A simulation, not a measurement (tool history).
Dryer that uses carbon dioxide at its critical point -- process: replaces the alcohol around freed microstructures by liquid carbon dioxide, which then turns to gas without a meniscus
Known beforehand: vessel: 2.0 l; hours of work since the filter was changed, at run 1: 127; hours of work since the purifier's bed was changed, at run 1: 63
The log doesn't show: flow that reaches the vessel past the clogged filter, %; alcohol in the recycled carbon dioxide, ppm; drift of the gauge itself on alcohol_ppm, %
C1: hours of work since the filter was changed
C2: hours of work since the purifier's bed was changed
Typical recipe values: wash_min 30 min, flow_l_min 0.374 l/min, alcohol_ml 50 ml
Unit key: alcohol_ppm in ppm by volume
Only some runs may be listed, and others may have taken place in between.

Run 1, day 0.000: usual settings; C1 127; C2 63. Result: alcohol_ppm 416 ppm by volume.
Run 2, day 0.242: usual settings but flow_l_min 0.245 l/min; C1 131; C2 66. Result: alcohol_ppm 1616 ppm by volume.
Run 3, day 0.521: usual settings but flow_l_min 0.245 l/min; C1 135; C2 70. Result: alcohol_ppm 1655 ppm by volume.
Run 4, day 0.771: usual settings but wash_min 19 min; C1 138; C2 74. Result: alcohol_ppm 1826 ppm by volume.
Run 5, day 1.062: usual settings but flow_l_min 0.275 l/min; C1 142; C2 78. Result: alcohol_ppm 1161 ppm by volume.
Run 6, day 1.225: usual settings but flow_l_min 0.275 l/min; C1 145; C2 80. Result: alcohol_ppm 1237 ppm by volume.
Run 7, day 1.579: usual settings but flow_l_min 0.275 l/min; C1 150; C2 85. Result: alcohol_ppm 1207 ppm by volume.
Run 8, day 1.946: usual settings; C1 155; C2 90. Result: alcohol_ppm 422 ppm by volume.
Run 9, day 2.329: usual settings; C1 160; C2 96. Result: alcohol_ppm 415 ppm by volume.
Run 10, day 2.633: usual settings; C1 165; C2 100. Result: alcohol_ppm 428 ppm by volume.
Run 11, day 2.912: usual settings; C1 169; C2 104. Result: alcohol_ppm 433 ppm by volume.
Run 12, day 3.271: usual settings; C1 174; C2 109. Result: alcohol_ppm 442 ppm by volume.
Run 13, day 3.654: usual settings; C1 179; C2 114. Result: alcohol_ppm 434 ppm by volume.
Run 14, day 3.900: usual settings; C1 183; C2 118. Result: alcohol_ppm 439 ppm by volume.
Run 15, day 4.275: usual settings but flow_l_min 0.329 l/min; C1 188; C2 123. Result: alcohol_ppm 698 ppm by volume.
Run 16, day 4.475: usual settings but wash_min 28 min, flow_l_min 0.568 l/min, alcohol_ml 26 ml; C1 191; C2 126. Result: alcohol_ppm 76 ppm by volume.
Run 17, day 4.792: usual settings but flow_l_min 0.485 l/min, alcohol_ml 29 ml; C1 195; C2 130. Result: alcohol_ppm 109 ppm by volume.
Run 18, day 5.004: usual settings but wash_min 29 min, flow_l_min 0.446 l/min, alcohol_ml 27 ml; C1 198; C2 133. Result: alcohol_ppm 151 ppm by volume.

What does the tool deliver on the next run?
Run 19, day 5.258: usual settings but alcohol_ml 83 ml; C1 202; C2 137. Result: alcohol_ppm ?.

alcohol_ppm: 739 ppm by volume
On a tool with no hidden condition, and with the same random variation, this run would have come out at alcohol_ppm 584 ppm by volume.
